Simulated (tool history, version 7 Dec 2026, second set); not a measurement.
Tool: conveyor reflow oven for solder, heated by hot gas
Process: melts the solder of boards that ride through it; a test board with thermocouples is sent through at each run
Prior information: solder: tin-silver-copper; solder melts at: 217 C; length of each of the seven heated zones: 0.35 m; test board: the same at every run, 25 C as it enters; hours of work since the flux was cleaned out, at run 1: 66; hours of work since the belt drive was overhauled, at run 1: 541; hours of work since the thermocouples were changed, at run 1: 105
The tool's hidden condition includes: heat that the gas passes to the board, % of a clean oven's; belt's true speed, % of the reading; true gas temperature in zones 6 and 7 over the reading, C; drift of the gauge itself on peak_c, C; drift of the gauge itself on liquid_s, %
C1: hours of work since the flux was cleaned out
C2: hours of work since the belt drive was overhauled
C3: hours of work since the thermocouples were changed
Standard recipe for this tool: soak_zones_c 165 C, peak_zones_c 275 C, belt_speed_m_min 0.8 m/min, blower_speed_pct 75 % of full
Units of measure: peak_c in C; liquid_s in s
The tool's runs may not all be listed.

{"run": 1, "hour": 0.0, "soak_zones_c": 165, "peak_zones_c": 275, "belt_speed_m_min": 0.8, "blower_speed_pct": 75, "C1": 66, "C2": 541, "C3": 105, "peak_c": 257.1, "liquid_s": 39.7}
{"run": 2, "hour": 15.0, "soak_zones_c": 165, "peak_zones_c": 275, "belt_speed_m_min": 0.8, "blower_speed_pct": 75, "C1": 76, "C2": 551, "C3": 115, "peak_c": 256.6, "liquid_s": 39.8}
{"run": 3, "hour": 44.0, "soak_zones_c": 165, "peak_zones_c": 275, "belt_speed_m_min": 0.8, "blower_speed_pct": 75, "C1": 95, "C2": 570, "C3": 134, "peak_c": 257.3, "liquid_s": 39.6}
{"run": 4, "hour": 62.8, "soak_zones_c": 165, "peak_zones_c": 275, "belt_speed_m_min": 0.8, "blower_speed_pct": 75, "C1": 107, "C2": 583, "C3": 146, "peak_c": 257, "liquid_s": 39.7}
{"run": 5, "hour": 82.7, "soak_zones_c": 165, "peak_zones_c": 275, "belt_speed_m_min": 0.8, "blower_speed_pct": 75, "C1": 121, "C2": 596, "C3": 159, "peak_c": 256.6, "liquid_s": 39.4}
{"run": 6, "hour": 112.0, "soak_zones_c": 165, "peak_zones_c": 275, "belt_speed_m_min": 0.8, "blower_speed_pct": 86, "C1": 140, "C2": 615, "C3": 179, "peak_c": 259.5, "liquid_s": 41.3}
{"run": 7, "hour": 135.3, "soak_zones_c": 152, "peak_zones_c": 275, "belt_speed_m_min": 0.8, "blower_speed_pct": 86, "C1": 155, "C2": 631, "C3": 194, "peak_c": 257.5, "liquid_s": 37.6}
{"run": 8, "hour": 166.8, "soak_zones_c": 165, "peak_zones_c": 275, "belt_speed_m_min": 0.8, "blower_speed_pct": 75, "C1": 176, "C2": 651, "C3": 215, "peak_c": 256.5, "liquid_s": 39.3}
{"run": 9, "hour": 189.8, "soak_zones_c": 165, "peak_zones_c": 275, "belt_speed_m_min": 0.8, "blower_speed_pct": 52, "C1": 191, "C2": 667, "C3": 230, "peak_c": 247.2, "liquid_s": 33.6}
{"run": 10, "hour": 215.6, "soak_zones_c": 158, "peak_zones_c": 275, "belt_speed_m_min": 0.8, "blower_speed_pct": 75, "C1": 208, "C2": 684, "C3": 247, "peak_c": 255, "liquid_s": 37.1}
{"run": 11, "hour": 241.4, "soak_zones_c": 158, "peak_zones_c": 275, "belt_speed_m_min": 0.8, "blower_speed_pct": 75, "C1": 226, "C2": 701, "C3": 265, "peak_c": 254.4, "liquid_s": 37.1}
{"run": 12, "hour": 268.1, "soak_zones_c": 158, "peak_zones_c": 275, "belt_speed_m_min": 0.8, "blower_speed_pct": 75, "C1": 243, "C2": 718, "C3": 282, "peak_c": 254.8, "liquid_s": 36.9}
{"run": 13, "hour": 287.7, "soak_zones_c": 158, "peak_zones_c": 275, "belt_speed_m_min": 0.8, "blower_speed_pct": 69, "C1": 256, "C2": 731, "C3": 295, "peak_c": 252.8, "liquid_s": 36}
{"run": 14, "hour": 306.6, "soak_zones_c": 165, "peak_zones_c": 275, "belt_speed_m_min": 0.8, "blower_speed_pct": 52, "C1": 269, "C2": 744, "C3": 308, "peak_c": 246.8, "liquid_s": 33}
{"hour": 339.7, "done": "flux residue cleaned out of gas plates and filters"}
{"run": 15, "hour": 342.6, "soak_zones_c": 165, "peak_zones_c": 266, "belt_speed_m_min": 0.8, "blower_speed_pct": 75, "C1": 2, "C2": 765, "C3": 328, "peak_c": 246.3, "liquid_s": 33.7}
{"run": 16, "hour": 375.1, "soak_zones_c": 165, "peak_zones_c": 266, "belt_speed_m_min": 0.8, "blower_speed_pct": 75, "C1": 23, "C2": 786, "C3": 350, "peak_c": 246, "liquid_s": 34.2}
{"run": 17, "hour": 402.7, "soak_zones_c": 165, "peak_zones_c": 275, "belt_speed_m_min": 0.677, "blower_speed_pct": 75, "C1": 42, "C2": 804, "C3": 368, "peak_c": 259.9, "liquid_s": 49.3}
{"run": 18, "hour": 433.5, "soak_zones_c": 155, "peak_zones_c": 274, "belt_speed_m_min": 0.71, "blower_speed_pct": 75, "C1": 62, "C2": 825, "C3": 388, "peak_c": 255.9, "liquid_s": 42.1}
{"run": 19, "hour": 453.0, "soak_zones_c": 155, "peak_zones_c": 274, "belt_speed_m_min": 0.668, "blower_speed_pct": 75, "C1": 75, "C2": 838, "C3": 401, "peak_c": 257.5, "liquid_s": 46.7}
{"run": 20, "hour": 479.8, "soak_zones_c": 155, "peak_zones_c": 274, "belt_speed_m_min": 0.668, "blower_speed_pct": 75, "C1": 93, "C2": 855, "C3": 419, "peak_c": 258, "liquid_s": 46.5}
{"hour": 495.8, "done": "flux residue cleaned out of gas plates and filters, once more"}
{"run": 21, "hour": 505.7, "soak_zones_c": 155, "peak_zones_c": 274, "belt_speed_m_min": 0.668, "blower_speed_pct": 85, "C1": 7, "C2": 869, "C3": 433, "peak_c": 264.6, "liquid_s": 51}
{"run": 22, "hour": 523.1, "soak_zones_c": 155, "peak_zones_c": 274, "belt_speed_m_min": 0.94, "blower_speed_pct": 65, "C1": 18, "C2": 881, "C3": 444, "peak_c": 244.9, "liquid_s": 25.6}
{"run": 23, "hour": 550.1, "soak_zones_c": 172, "peak_zones_c": 275, "belt_speed_m_min": 0.67, "blower_speed_pct": 75, "C1": 36, "C2": 899, "C3": 462, "peak_c": 264.7, "liquid_s": 53.9}
{"run": 24, "hour": 582.0, "soak_zones_c": 165, "peak_zones_c": 275, "belt_speed_m_min": 0.663, "blower_speed_pct": 66, "C1": 57, "C2": 920, "C3": 483, "peak_c": 261.9, "liquid_s": 51.3}
{"run": 25, "hour": 612.6, "soak_zones_c": 152, "peak_zones_c": 275, "belt_speed_m_min": 0.823, "blower_speed_pct": 75, "C1": 77, "C2": 940, "C3": 504, "peak_c": 254.7, "liquid_s": 35.3}
{"run": 26, "hour": 639.3, "soak_zones_c": 165, "peak_zones_c": 275, "belt_speed_m_min": 0.89, "blower_speed_pct": 54, "C1": 95, "C2": 958, "C3": 521, "peak_c": 245, "liquid_s": 28.2}
{"run": 27, "hour": 668.6, "soak_zones_c": 177, "peak_zones_c": 290, "belt_speed_m_min": 0.831, "blower_speed_pct": 51, "C1": 114, "C2": 977, "C3": 541, "peak_c": 261.3, "liquid_s": 42.1}
{"hour": 698.5, "done": "thermocouples of zones 6 and 7 changed"}
{"run": 28, "hour": 705.9, "soak_zones_c": 168, "peak_zones_c": 275, "belt_speed_m_min": 0.8, "blower_speed_pct": 75, "C1": 138, "C2": 1000, "C3": 5, "peak_c": 256.8, "liquid_s": 40.9}
{"run": 29, "hour": 733.3, "soak_zones_c": 172, "peak_zones_c": 275, "belt_speed_m_min": 0.836, "blower_speed_pct": 75, "C1": 156, "C2": 1019, "C3": 23, "peak_c": 256, "liquid_s": 39.3}
{"run": 30, "hour": 767.1, "soak_zones_c": 172, "peak_zones_c": 275, "belt_speed_m_min": 0.836, "blower_speed_pct": 75, "C1": 178, "C2": 1041, "C3": 45, "peak_c": 255.4, "liquid_s": 39.2}

Below, some changes in peak_c between adjacent runs. For each, the amount present without the hidden state too (settings, incoming material, random variation) and the amount remaining for the hidden state with gauge scatter not shared by both compared results:
Run 14 -> 15: peak_zones_c 275 -> 266, blower_speed_pct 52 -> 75, flux residue cleaned out of gas plates and filters. peak_c -0.5 C: hidden state -1.8, all else +1.3.
Run 20 -> 21: blower_speed_pct 75 -> 85, flux residue cleaned out of gas plates and filters, once more. peak_c +6.6 C: hidden state +4, all else +2.6.
Run 21 -> 22: belt_speed_m_min 0.668 -> 0.94, blower_speed_pct 85 -> 65. peak_c -19.7 C: hidden state +0.1, all else -19.8.
Run 22 -> 23: soak_zones_c 155 -> 172, peak_zones_c 274 -> 275, belt_speed_m_min 0.94 -> 0.67, blower_speed_pct 65 -> 75. peak_c +19.8 C: hidden state -0.2, all else +20.
Run 26 -> 27: soak_zones_c 165 -> 177, peak_zones_c 275 -> 290, belt_speed_m_min 0.89 -> 0.831, blower_speed_pct 54 -> 51. peak_c +16.3 C: hidden state +0, all else +16.3.
Run 27 -> 28: soak_zones_c 177 -> 168, peak_zones_c 290 -> 275, belt_speed_m_min 0.831 -> 0.8, blower_speed_pct 51 -> 75, thermocouples of zones 6 and 7 changed. peak_c -4.5 C: hidden state -1.5, all else -3.
